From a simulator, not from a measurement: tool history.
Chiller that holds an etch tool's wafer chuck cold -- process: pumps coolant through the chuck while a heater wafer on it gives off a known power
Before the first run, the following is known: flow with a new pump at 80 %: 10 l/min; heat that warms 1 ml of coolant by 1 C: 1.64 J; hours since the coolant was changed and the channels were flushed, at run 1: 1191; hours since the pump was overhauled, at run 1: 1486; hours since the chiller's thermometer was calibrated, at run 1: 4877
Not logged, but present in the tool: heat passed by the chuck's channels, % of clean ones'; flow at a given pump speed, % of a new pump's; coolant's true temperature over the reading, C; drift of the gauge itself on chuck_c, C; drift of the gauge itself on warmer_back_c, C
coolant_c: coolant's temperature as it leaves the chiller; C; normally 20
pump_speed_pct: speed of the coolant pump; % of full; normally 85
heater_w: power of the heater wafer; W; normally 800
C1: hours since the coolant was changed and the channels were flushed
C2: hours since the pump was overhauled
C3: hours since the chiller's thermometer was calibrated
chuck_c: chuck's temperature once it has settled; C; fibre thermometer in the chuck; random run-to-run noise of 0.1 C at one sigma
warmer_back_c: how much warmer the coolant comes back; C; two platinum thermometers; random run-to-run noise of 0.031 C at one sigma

{"run": 1, "day": 0.0, "coolant_c": 20, "pump_speed_pct": 85, "heater_w": 800, "C1": 1191, "C2": 1486, "C3": 4877, "chuck_c": 29, "warmer_back_c": 2.83}
{"run": 2, "day": 3.95, "coolant_c": 20, "pump_speed_pct": 83, "heater_w": 800, "C1": 1286, "C2": 1581, "C3": 4972, "chuck_c": 29, "warmer_back_c": 2.93}
{"run": 3, "day": 6.862, "coolant_c": 20, "pump_speed_pct": 83, "heater_w": 800, "C1": 1356, "C2": 1651, "C3": 5042, "chuck_c": 29.1, "warmer_back_c": 2.9}
{"run": 4, "day": 9.554, "coolant_c": 20, "pump_speed_pct": 83, "heater_w": 800, "C1": 1421, "C2": 1716, "C3": 5106, "chuck_c": 29.1, "warmer_back_c": 2.97}
{"run": 5, "day": 14.088, "coolant_c": 20, "pump_speed_pct": 83, "heater_w": 800, "C1": 1529, "C2": 1824, "C3": 5215, "chuck_c": 29.2, "warmer_back_c": 2.88}
{"day": 16.988, "done": "chiller's thermometer calibrated"}
{"run": 6, "day": 20.254, "coolant_c": 20, "pump_speed_pct": 83, "heater_w": 800, "C1": 1676, "C2": 1971, "C3": 78, "chuck_c": 29.4, "warmer_back_c": 2.91}
{"run": 7, "day": 25.133, "coolant_c": 20, "pump_speed_pct": 72, "heater_w": 800, "C1": 1794, "C2": 2088, "C3": 195, "chuck_c": 30.5, "warmer_back_c": 3.38}
{"run": 8, "day": 27.85, "coolant_c": 20, "pump_speed_pct": 72, "heater_w": 800, "C1": 1859, "C2": 2154, "C3": 261, "chuck_c": 30.6, "warmer_back_c": 3.37}
{"run": 9, "day": 31.904, "coolant_c": 20, "pump_speed_pct": 72, "heater_w": 800, "C1": 1956, "C2": 2251, "C3": 358, "chuck_c": 30.7, "warmer_back_c": 3.43}
{"run": 10, "day": 35.804, "coolant_c": 20, "pump_speed_pct": 72, "heater_w": 687, "C1": 2050, "C2": 2345, "C3": 452, "chuck_c": 29.3, "warmer_back_c": 2.92}
{"day": 38.983, "done": "chiller's thermometer calibrated, once more"}
{"run": 11, "day": 40.604, "coolant_c": 20, "pump_speed_pct": 72, "heater_w": 687, "C1": 2164, "C2": 2459, "C3": 39, "chuck_c": 28.3, "warmer_back_c": 2.92}
{"run": 12, "day": 46.321, "coolant_c": 18, "pump_speed_pct": 72, "heater_w": 687, "C1": 2301, "C2": 2596, "C3": 176, "chuck_c": 26.3, "warmer_back_c": 2.96}
{"run": 13, "day": 50.108, "coolant_c": 18, "pump_speed_pct": 72, "heater_w": 687, "C1": 2392, "C2": 2687, "C3": 267, "chuck_c": 26.5, "warmer_back_c": 2.97}
{"run": 14, "day": 56.162, "coolant_c": 18, "pump_speed_pct": 72, "heater_w": 687, "C1": 2537, "C2": 2832, "C3": 412, "chuck_c": 26.5, "warmer_back_c": 3.05}
{"run": 15, "day": 61.629, "coolant_c": 20, "pump_speed_pct": 60, "heater_w": 800, "C1": 2668, "C2": 2963, "C3": 544, "chuck_c": 31.7, "warmer_back_c": 4.15}
{"run": 16, "day": 64.683, "coolant_c": 20, "pump_speed_pct": 60, "heater_w": 800, "C1": 2742, "C2": 3037, "C3": 617, "chuck_c": 31.8, "warmer_back_c": 4.18}
{"run": 17, "day": 67.8, "coolant_c": 20, "pump_speed_pct": 60, "heater_w": 800, "C1": 2817, "C2": 3111, "C3": 692, "chuck_c": 31.9, "warmer_back_c": 4.2}
{"run": 18, "day": 71.188, "coolant_c": 16, "pump_speed_pct": 73, "heater_w": 800, "C1": 2898, "C2": 3193, "C3": 773, "chuck_c": 25.9, "warmer_back_c": 3.39}
{"run": 19, "day": 76.625, "coolant_c": 16, "pump_speed_pct": 73, "heater_w": 559, "C1": 3028, "C2": 3323, "C3": 903, "chuck_c": 22.8, "warmer_back_c": 2.41}
{"run": 20, "day": 80.121, "coolant_c": 16, "pump_speed_pct": 73, "heater_w": 559, "C1": 3112, "C2": 3407, "C3": 987, "chuck_c": 23, "warmer_back_c": 2.41}
{"run": 21, "day": 84.654, "coolant_c": 16, "pump_speed_pct": 73, "heater_w": 559, "C1": 3221, "C2": 3516, "C3": 1096, "chuck_c": 23.2, "warmer_back_c": 2.43}
{"run": 22, "day": 91.217, "coolant_c": 12, "pump_speed_pct": 64, "heater_w": 800, "C1": 3379, "C2": 3673, "C3": 1254, "chuck_c": 23.5, "warmer_back_c": 3.95}
{"run": 23, "day": 95.408, "coolant_c": 19, "pump_speed_pct": 68, "heater_w": 810, "C1": 3479, "C2": 3774, "C3": 1354, "chuck_c": 30, "warmer_back_c": 3.78}
{"run": 24, "day": 101.738, "coolant_c": 19, "pump_speed_pct": 63, "heater_w": 575, "C1": 3631, "C2": 3926, "C3": 1506, "chuck_c": 27.3, "warmer_back_c": 2.93}
{"run": 25, "day": 107.654, "coolant_c": 19, "pump_speed_pct": 79, "heater_w": 447, "C1": 3773, "C2": 4068, "C3": 1648, "chuck_c": 24.6, "warmer_back_c": 1.8}
{"run": 26, "day": 110.767, "coolant_c": 25, "pump_speed_pct": 72, "heater_w": 800, "C1": 3848, "C2": 4143, "C3": 1723, "chuck_c": 35.7, "warmer_back_c": 3.5}
{"run": 27, "day": 115.333, "coolant_c": 25, "pump_speed_pct": 72, "heater_w": 800, "C1": 3957, "C2": 4252, "C3": 1832, "chuck_c": 35.4, "warmer_back_c": 3.55}
{"run": 28, "day": 120.879, "coolant_c": 17, "pump_speed_pct": 71, "heater_w": 644, "C1": 4090, "C2": 4385, "C3": 1966, "chuck_c": 25.5, "warmer_back_c": 3.01}
{"run": 29, "day": 127.392, "coolant_c": 17, "pump_speed_pct": 71, "heater_w": 644, "C1": 4247, "C2": 4542, "C3": 2122, "chuck_c": 25.6, "warmer_back_c": 2.9}
{"run": 30, "day": 130.625, "coolant_c": 21, "pump_speed_pct": 97, "heater_w": 1137, "C1": 4324, "C2": 4619, "C3": 2199, "chuck_c": 33, "warmer_back_c": 3.76}
{"run": 31, "day": 136.904, "coolant_c": 21, "pump_speed_pct": 97, "heater_w": 1137, "C1": 4475, "C2": 4770, "C3": 2350, "chuck_c": 32.8, "warmer_back_c": 3.77}
{"run": 32, "day": 139.562, "coolant_c": 21, "pump_speed_pct": 97, "heater_w": 1137, "C1": 4539, "C2": 4834, "C3": 2414, "chuck_c": 32.9, "warmer_back_c": 3.79}

Hidden condition of the tool, last listed run before each entry between runs versus first listed run after:
Run 5 -> run 6: chiller's thermometer calibrated (day 16.988)
  heat passed by the chuck's channels, % of clean ones': 97.1 -> 96.9; flow at a given pump speed, % of a new pump's: 96.2 -> 96; coolant's true temperature over the reading, C: 0.57 -> 0.8
  measured less the result without the state, chuck_c: +1 -> +1.3 C; warmer_back_c: +0.11 -> +0.12 C
Run 10 -> run 11: chiller's thermometer calibrated, once more (day 38.983)
  heat passed by the chuck's channels, % of clean ones': 96.3 -> 96.2; flow at a given pump speed, % of a new pump's: 95.2 -> 94.9; coolant's true temperature over the reading, C: 0.85 -> -0.08
  measured less the result without the state, chuck_c: +1.4 -> +0.5 C; warmer_back_c: +0.14 -> +0.15 C
